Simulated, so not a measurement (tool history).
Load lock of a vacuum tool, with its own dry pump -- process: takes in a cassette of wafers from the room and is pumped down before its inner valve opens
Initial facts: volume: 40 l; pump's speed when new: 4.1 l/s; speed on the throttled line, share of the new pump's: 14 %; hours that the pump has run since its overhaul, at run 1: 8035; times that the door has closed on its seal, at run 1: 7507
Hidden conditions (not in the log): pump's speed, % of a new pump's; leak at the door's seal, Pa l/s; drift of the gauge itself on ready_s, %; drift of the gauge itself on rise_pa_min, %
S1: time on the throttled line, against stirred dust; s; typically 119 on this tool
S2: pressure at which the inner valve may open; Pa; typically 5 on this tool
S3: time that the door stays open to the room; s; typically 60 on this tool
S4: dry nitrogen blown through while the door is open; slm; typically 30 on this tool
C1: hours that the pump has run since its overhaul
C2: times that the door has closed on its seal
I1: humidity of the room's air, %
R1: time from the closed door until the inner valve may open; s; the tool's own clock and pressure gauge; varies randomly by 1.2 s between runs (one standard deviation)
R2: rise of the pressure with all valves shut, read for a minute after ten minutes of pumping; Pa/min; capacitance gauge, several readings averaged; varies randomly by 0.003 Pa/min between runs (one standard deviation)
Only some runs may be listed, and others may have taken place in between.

| run | hour | S1 | S2 | S3 | S4 | C1 | C2 | I1 | R1 | R2 |
|---|---|---|---|---|---|---|---|---|---|---|
| 1 | 0.0 | 119 | 5 | 60 | 30 | 8035 | 7507 | 45.9 | 209.9 | 0.042 |
| 2 | 200.4 | 119 | 5 | 121 | 30 | 8236 | 7968 | 43.2 | 209.6 | 0.045 |
| 3 | 413.2 | 119 | 5 | 121 | 30 | 8449 | 8457 | 47.0 | 210.7 | 0.048 |
| 4 | 567.3 | 119 | 5 | 121 | 30 | 8603 | 8812 | 44.4 | 209.9 | 0.058 |
| 5 | 691.7 | 119 | 5 | 121 | 30 | 8727 | 9098 | 48.5 | 208.9 | 0.055 |
| 6 | 846.1 | 119 | 5 | 60 | 30 | 8882 | 9453 | 44.9 | 210.8 | 0.048 |
| 7 | 1080.3 | 137 | 5 | 60 | 30 | 9116 | 9992 | 47.1 | 228.4 | 0.050 |
| 8 | 1256.1 | 137 | 5 | 60 | 30 | 9292 | 10397 | 44.7 | 225.5 | 0.061 |
| 9 | 1468.2 | 137 | 5 | 60 | 30 | 9504 | 10884 | 43.0 | 223.6 | 0.057 |
| 10 | 1621.6 | 137 | 5 | 60 | 30 | 9657 | 11237 | 46.1 | 228.0 | 0.059 |
| 11 | 1750.2 | 137 | 5 | 60 | 30 | 9786 | 11533 | 40.5 | 225.4 | 0.063 |
| 12 | 1870.2 | 137 | 5 | 60 | 30 | 9906 | 11809 | 42.5 | 226.5 | 0.058 |
| 13 | 2033.0 | 137 | 5 | 60 | 30 | 10068 | 12184 | 46.8 | 224.9 | 0.067 |
| 14 | 2148.2 | 137 | 5 | 60 | 30 | 10184 | 12449 | 47.4 | 227.4 | 0.066 |
| 15 | 2318.6 | 137 | 5 | 60 | 30 | 10354 | 12841 | 45.6 | 228.9 | 0.069 |
| 16 | 2556.1 | 137 | 9 | 46 | 30 | 10592 | 13387 | 44.3 | 221.3 | 0.072 |
| 17 | 2741.2 | 137 | 9 | 46 | 30 | 10777 | 13813 | 45.6 | 222.8 | 0.071 |
| 18 | 2882.5 | 69 | 5 | 60 | 30 | 10918 | 14138 | 41.7 | 171.5 | 0.076 |
| 19 | 3012.9 | 69 | 5 | 108 | 35 | 11048 | 14438 | 46.3 | 170.2 | 0.084 |
| 20 | 3108.9 | 119 | 5 | 88 | 28 | 11144 | 14659 | 47.7 | 215.3 | 0.085 |
| 21 | 3305.9 | 119 | 5 | 88 | 28 | 11341 | 15113 | 47.7 | 213.9 | 0.090 |
| 22 | 3469.1 | 119 | 5 | 88 | 28 | 11505 | 15488 | 46.7 | 215.0 | 0.096 |
| 23 | 3602.9 | 119 | 5 | 60 | 30 | 11638 | 15796 | 45.3 | 213.0 | 0.092 |
| 24 | 3738.9 | 85 | 5 | 60 | 14 | 11774 | 16109 | 46.7 | 185.6 | 0.094 |
| 25 | 3951.9 | 103 | 10 | 58 | 36 | 11987 | 16599 | 44.0 | 194.1 | 0.089 |
| 26 | 4098.4 | 141 | 6 | 212 | 30 | 12134 | 16936 | 45.4 | 233.0 | 0.099 |
| 27 | 4203.8 | 71 | 9 | 236 | 30 | 12239 | 17178 | 46.3 | 167.5 | 0.115 |
| 28 | 4327.3 | 71 | 9 | 236 | 30 | 12363 | 17463 | 45.8 | 167.2 | 0.112 |
| 29 | 4450.5 | 181 | 6 | 60 | 5 | 12486 | 17746 | 45.4 | 265.5 | 0.111 |
| 30 | 4640.5 | 185 | 9 | 60 | 5 | 12676 | 18183 | 45.6 | 263.7 | 0.118 |

Below, each run's measurement less what the same run would have read without the hidden state. Both values contain the same run-to-run variation, but the gauge's scatter may not be the same in both:
| run | R1 | R2 |
|---|---|---|
| 1 | +9.4 | +0.031 |
| 2 | +9.6 | +0.033 |
| 3 | +9.9 | +0.036 |
| 4 | +10.0 | +0.037 |
| 5 | +10.1 | +0.039 |
| 6 | +10.4 | +0.039 |
| 7 | +10.5 | +0.043 |
| 8 | +10.6 | +0.046 |
| 9 | +10.7 | +0.048 |
| 10 | +11.1 | +0.049 |
| 11 | +11.1 | +0.051 |
| 12 | +11.3 | +0.053 |
| 13 | +11.4 | +0.055 |
| 14 | +11.6 | +0.058 |
| 15 | +11.9 | +0.058 |
| 16 | +11.5 | +0.063 |
| 17 | +11.8 | +0.066 |
| 18 | +14.3 | +0.067 |
| 19 | +14.4 | +0.067 |
| 20 | +13.4 | +0.070 |
| 21 | +13.6 | +0.072 |
| 22 | +13.8 | +0.076 |
| 23 | +13.8 | +0.077 |
| 24 | +15.0 | +0.081 |
| 25 | +13.6 | +0.083 |
| 26 | +14.0 | +0.084 |
| 27 | +15.0 | +0.087 |
| 28 | +15.2 | +0.089 |
| 29 | +13.1 | +0.091 |
| 30 | +12.5 | +0.095 |
